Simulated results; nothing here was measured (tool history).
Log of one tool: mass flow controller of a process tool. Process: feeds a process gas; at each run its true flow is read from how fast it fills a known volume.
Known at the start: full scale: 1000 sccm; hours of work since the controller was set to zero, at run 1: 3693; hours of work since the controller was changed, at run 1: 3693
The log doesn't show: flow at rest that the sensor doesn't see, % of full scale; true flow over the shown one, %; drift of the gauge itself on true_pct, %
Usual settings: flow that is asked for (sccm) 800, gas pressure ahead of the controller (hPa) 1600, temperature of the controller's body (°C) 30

run,hour,flow that is asked for (sccm),gas pressure ahead of the controller (hPa),temperature of the controller's body (°C),hours of work since the controller was set to zero,hours of work since the controller was changed,true flow (%)
1,0.0,800,1600,30,3693,3693,100.42
2,343.9,800,1600,30,3886,3886,100.52
3,674.8,800,1600,30,4072,4072,100.47
4,943.4,800,1600,30,4222,4222,100.47
5,1147.8,800,1600,30,4337,4337,100.50
6,1376.9,800,1600,30,4465,4465,100.49
7,1771.7,800,2250,30,4686,4686,100.20
8,2046.3,800,2250,30,4840,4840,100.22
9,2231.0,800,1760,30,4944,4944,100.50
10,2586.8,829,1690,29,5143,5143,100.64
11,2898.8,416,2300,29,5318,5318,101.24
12,3236.4,260,2490,29,5507,5507,102.67
13,3580.8,184,1870,27,5700,5700,104.66
14,3928.9,184,1870,27,5895,5895,105.02
15,4153.6,184,1870,27,6021,6021,104.93
# hour 4527.0: controller exchanged for a calibrated one
16,4527.0,184,1870,27,0,0,99.80
17,4936.1,256,1510,26,229,229,100.18

4 ways to go on from here, each from the tool as it stands after run 17. What would each give?
A,5287.7,802,2160,32,426,426,?
B,5287.7,194,1620,29,426,426,?
C,5287.7,256,1510,22,426,426,?
D,5287.7,800,1600,35,426,426,?

run,true flow (%)
A,100.15
B,100.43
C,100.09
D,100.80
Without the tool's hidden state the same runs would have given:
run,true flow (%)
A,100.10
B,99.98
C,99.77
D,100.75

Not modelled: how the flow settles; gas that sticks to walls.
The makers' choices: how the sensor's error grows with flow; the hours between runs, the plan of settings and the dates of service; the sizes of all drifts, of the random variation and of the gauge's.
